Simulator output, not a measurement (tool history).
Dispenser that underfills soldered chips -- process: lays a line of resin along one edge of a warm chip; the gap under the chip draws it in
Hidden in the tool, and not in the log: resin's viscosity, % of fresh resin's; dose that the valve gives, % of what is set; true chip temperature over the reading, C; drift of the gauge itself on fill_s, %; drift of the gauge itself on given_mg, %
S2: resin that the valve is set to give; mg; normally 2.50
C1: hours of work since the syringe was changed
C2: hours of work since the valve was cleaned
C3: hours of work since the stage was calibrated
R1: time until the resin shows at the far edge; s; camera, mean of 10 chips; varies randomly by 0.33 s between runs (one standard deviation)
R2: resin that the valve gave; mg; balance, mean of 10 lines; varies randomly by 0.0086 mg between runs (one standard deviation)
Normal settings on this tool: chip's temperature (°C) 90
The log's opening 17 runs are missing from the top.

run 18 hour=55.7 | chip's_temperature_(°C)=90 S2=2.25 | C1=6 C2=6 C3=84 | R1=20.7 R2=2.243
-- hour=58.2 new syringe of resin
run 19 hour=59.0 | chip's_temperature_(°C)=103 S2=3.02 | C1=1 C2=8 C3=86 | R1=9.6 R2=2.997
run 20 hour=63.1 | chip's_temperature_(°C)=103 S2=3.02 | C1=3 C2=11 C3=89 | R1=11.2 R2=2.990
run 21 hour=67.2 | chip's_temperature_(°C)=103 S2=3.02 | C1=6 C2=14 C3=92 | R1=13.4 R2=2.993
-- hour=70.4 new syringe of resin
run 22 hour=70.4 | chip's_temperature_(°C)=82 S2=2.22 | C1=0 C2=16 C3=94 | R1=18.8 R2=2.189
run 23 hour=73.2 | chip's_temperature_(°C)=82 S2=2.45 | C1=2 C2=17 C3=95 | R1=20.1 R2=2.406
run 24 hour=77.7 | chip's_temperature_(°C)=78 S2=2.36 | C1=5 C2=20 C3=98 | R1=27.5 R2=2.329
run 25 hour=80.7 | chip's_temperature_(°C)=84 S2=2.36 | C1=7 C2=22 C3=100 | R1=25.3 R2=2.325
-- hour=82.6 new syringe of resin
run 26 hour=84.2 | chip's_temperature_(°C)=102 S2=2.50 | C1=1 C2=25 C3=102 | R1=10.2 R2=2.468
run 27 hour=87.9 | chip's_temperature_(°C)=90 S2=2.19 | C1=3 C2=27 C3=105 | R1=17.5 R2=2.152
run 28 hour=91.3 | chip's_temperature_(°C)=90 S2=2.19 | C1=6 C2=29 C3=107 | R1=19.3 R2=2.163
run 29 hour=93.3 | chip's_temperature_(°C)=90 S2=2.12 | C1=7 C2=30 C3=108 | R1=21.5 R2=2.075
-- hour=95.1 new syringe of resin
run 30 hour=97.4 | chip's_temperature_(°C)=86 S2=2.50 | C1=2 C2=33 C3=111 | R1=17.6 R2=2.435
run 31 hour=99.8 | chip's_temperature_(°C)=93 S2=2.58 | C1=3 C2=35 C3=112 | R1=15.4 R2=2.518
run 32 hour=104.1 | chip's_temperature_(°C)=93 S2=2.58 | C1=6 C2=37 C3=115 | R1=18.1 R2=2.515
-- hour=107.5 new syringe of resin
run 33 hour=108.9 | chip's_temperature_(°C)=86 S2=2.50 | C1=1 C2=40 C3=118 | R1=16.7 R2=2.441
run 34 hour=112.2 | chip's_temperature_(°C)=78 S2=2.18 | C1=3 C2=42 C3=120 | R1=25.5 R2=2.109

Run 35 has not been measured yet. What should we expect?
run 35 hour=115.3 | chip's_temperature_(°C)=104 S2=2.64 | C1=5 C2=45 C3=122 | R1=? R2=?

{"run 35": {"R1": 12.3, "R2": 2.573}}
On a tool with no hidden condition, and with the same random variation, this run would have come out at R1 9.1 s, R2 2.641 mg.
